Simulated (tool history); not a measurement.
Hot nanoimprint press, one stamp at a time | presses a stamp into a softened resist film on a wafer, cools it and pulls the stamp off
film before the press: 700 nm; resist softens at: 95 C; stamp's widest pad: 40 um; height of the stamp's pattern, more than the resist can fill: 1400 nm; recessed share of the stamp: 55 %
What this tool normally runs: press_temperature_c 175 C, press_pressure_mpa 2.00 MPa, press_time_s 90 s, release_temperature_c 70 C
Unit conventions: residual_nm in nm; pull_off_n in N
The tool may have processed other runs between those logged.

{"run": 1, "hour": 0.0, "press_temperature_c": 175, "press_pressure_mpa": 2.0, "press_time_s": 90, "release_temperature_c": 70, "residual_nm": 283.8, "pull_off_n": 184}
{"run": 2, "hour": 5.5, "press_temperature_c": 175, "press_pressure_mpa": 2.0, "press_time_s": 90, "release_temperature_c": 70, "residual_nm": 286.4, "pull_off_n": 178}
{"run": 3, "hour": 11.8, "press_temperature_c": 175, "press_pressure_mpa": 2.0, "press_time_s": 72, "release_temperature_c": 70, "residual_nm": 309.8, "pull_off_n": 186}
{"run": 4, "hour": 24.6, "press_temperature_c": 175, "press_pressure_mpa": 2.0, "press_time_s": 72, "release_temperature_c": 70, "residual_nm": 310.9, "pull_off_n": 191}
{"run": 5, "hour": 30.0, "press_temperature_c": 175, "press_pressure_mpa": 2.0, "press_time_s": 72, "release_temperature_c": 69, "residual_nm": 309.8, "pull_off_n": 186}
{"run": 6, "hour": 37.8, "press_temperature_c": 175, "press_pressure_mpa": 2.0, "press_time_s": 72, "release_temperature_c": 69, "residual_nm": 311.5, "pull_off_n": 184}
{"run": 7, "hour": 47.7, "press_temperature_c": 175, "press_pressure_mpa": 2.0, "press_time_s": 136, "release_temperature_c": 70, "residual_nm": 240.6, "pull_off_n": 187}
{"run": 8, "hour": 58.5, "press_temperature_c": 175, "press_pressure_mpa": 2.0, "press_time_s": 90, "release_temperature_c": 70, "residual_nm": 285.1, "pull_off_n": 192}
{"run": 9, "hour": 69.9, "press_temperature_c": 175, "press_pressure_mpa": 2.31, "press_time_s": 90, "release_temperature_c": 70, "residual_nm": 265.8, "pull_off_n": 197}
{"run": 10, "hour": 78.8, "press_temperature_c": 175, "press_pressure_mpa": 2.31, "press_time_s": 90, "release_temperature_c": 70, "residual_nm": 266.0, "pull_off_n": 196}
{"run": 11, "hour": 87.3, "press_temperature_c": 184, "press_pressure_mpa": 2.0, "press_time_s": 90, "release_temperature_c": 70, "residual_nm": 201.9, "pull_off_n": 192}
{"run": 12, "hour": 94.4, "press_temperature_c": 184, "press_pressure_mpa": 2.0, "press_time_s": 90, "release_temperature_c": 70, "residual_nm": 204.1, "pull_off_n": 199}
{"run": 13, "hour": 104.1, "press_temperature_c": 184, "press_pressure_mpa": 2.0, "press_time_s": 90, "release_temperature_c": 70, "residual_nm": 204.9, "pull_off_n": 201}
{"run": 14, "hour": 115.9, "press_temperature_c": 175, "press_pressure_mpa": 2.0, "press_time_s": 79, "release_temperature_c": 70, "residual_nm": 298.0, "pull_off_n": 200}
{"run": 15, "hour": 121.4, "press_temperature_c": 175, "press_pressure_mpa": 2.0, "press_time_s": 79, "release_temperature_c": 70, "residual_nm": 298.5, "pull_off_n": 208}
{"run": 16, "hour": 133.2, "press_temperature_c": 175, "press_pressure_mpa": 2.0, "press_time_s": 135, "release_temperature_c": 70, "residual_nm": 238.0, "pull_off_n": 202}
{"run": 17, "hour": 142.9, "press_temperature_c": 182, "press_pressure_mpa": 2.83, "press_time_s": 49, "release_temperature_c": 60, "residual_nm": 239.9, "pull_off_n": 244}
{"run": 18, "hour": 155.5, "press_temperature_c": 182, "press_pressure_mpa": 2.83, "press_time_s": 49, "release_temperature_c": 60, "residual_nm": 241.8, "pull_off_n": 241}
{"run": 19, "hour": 164.7, "press_temperature_c": 184, "press_pressure_mpa": 2.0, "press_time_s": 48, "release_temperature_c": 59, "residual_nm": 267.8, "pull_off_n": 255}
{"hour": 168.6, "done": "plate thermocouple calibrated"}
{"run": 20, "hour": 179.7, "press_temperature_c": 184, "press_pressure_mpa": 2.0, "press_time_s": 48, "release_temperature_c": 59, "residual_nm": 262.6, "pull_off_n": 249}
{"run": 21, "hour": 187.8, "press_temperature_c": 184, "press_pressure_mpa": 2.0, "press_time_s": 48, "release_temperature_c": 59, "residual_nm": 263.2, "pull_off_n": 265}
{"hour": 196.3, "done": "stamp cleaned and given a new release coat"}
{"run": 22, "hour": 203.3, "press_temperature_c": 184, "press_pressure_mpa": 2.15, "press_time_s": 127, "release_temperature_c": 61, "residual_nm": 167.2, "pull_off_n": 185}
{"run": 23, "hour": 213.9, "press_temperature_c": 184, "press_pressure_mpa": 2.15, "press_time_s": 127, "release_temperature_c": 61, "residual_nm": 164.8, "pull_off_n": 184}
{"hour": 224.0, "done": "plate thermocouple calibrated, once more"}
{"run": 24, "hour": 226.0, "press_temperature_c": 175, "press_pressure_mpa": 1.8, "press_time_s": 69, "release_temperature_c": 61, "residual_nm": 334.7, "pull_off_n": 182}
{"run": 25, "hour": 236.3, "press_temperature_c": 184, "press_pressure_mpa": 1.56, "press_time_s": 166, "release_temperature_c": 70, "residual_nm": 175.8, "pull_off_n": 164}
{"run": 26, "hour": 246.4, "press_temperature_c": 165, "press_pressure_mpa": 2.0, "press_time_s": 66, "release_temperature_c": 70, "residual_nm": 453.7, "pull_off_n": 167}

What will run 27 give?
{"run": 27, "hour": 253.5, "press_temperature_c": 165, "press_pressure_mpa": 2.0, "press_time_s": 66, "release_temperature_c": 70, "residual_nm": "?", "pull_off_n": "?"}

residual_nm: 459.1 nm
pull_off_n: 166 N
Were there no unlogged condition in the tool, this run, its random variation unchanged, would have produced residual_nm 459.6 nm, pull_off_n 157 N.
